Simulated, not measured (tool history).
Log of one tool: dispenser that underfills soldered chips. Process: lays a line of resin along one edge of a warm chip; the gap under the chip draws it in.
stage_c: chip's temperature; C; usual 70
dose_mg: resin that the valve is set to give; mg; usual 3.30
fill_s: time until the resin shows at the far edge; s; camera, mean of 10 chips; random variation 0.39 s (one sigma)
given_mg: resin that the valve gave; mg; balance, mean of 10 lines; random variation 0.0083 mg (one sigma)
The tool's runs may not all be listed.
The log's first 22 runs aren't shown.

run	hour	stage_c	dose_mg	fill_s	given_mg
23	157.2	83	3.17	30.5	3.074
# hour 159.3: new syringe of resin
24	166.3	64	2.97	40.4	2.878
25	173.7	81	2.87	30.7	2.774
# hour 176.9: new syringe of resin
26	179.9	65	3.14	31.6	3.035
27	186.8	83	2.99	23.1	2.861
28	191.8	83	2.99	28.8	2.873
# hour 194.2: new syringe of resin
29	198.5	80	2.99	20.6	2.864
30	204.1	58	2.91	57.2	2.782
# hour 211.7: new syringe of resin
31	213.4	62	4.17	32.2	3.977
# hour 219.7: dispensing valve cleaned and set on the balance
32	224.0	62	4.17	48.7	4.152
# hour 230.3: new syringe of resin
33	231.0	65	3.04	28.8	3.034
34	240.9	81	4.06	24.5	4.023
# hour 247.7: new syringe of resin
35	248.8	82	3.03	16.0	2.982

Forecast each of these 5 alternatives for the next run:
A	254.8	59	3.14	?	?
B	254.8	80	2.95	?	?
C	254.8	77	3.40	?	?
D	254.8	74	3.30	?	?
E	254.8	84	3.03	?	?

run	fill_s	given_mg
A	47.1	3.102
B	22.6	2.911
C	24.1	3.358
D	27.5	3.257
E	19.7	3.001
Without the tool's hidden state the same runs would have given:
run	fill_s	given_mg
A	38.2	3.140
B	18.1	2.947
C	19.2	3.399
D	22.0	3.297
E	15.7	3.038
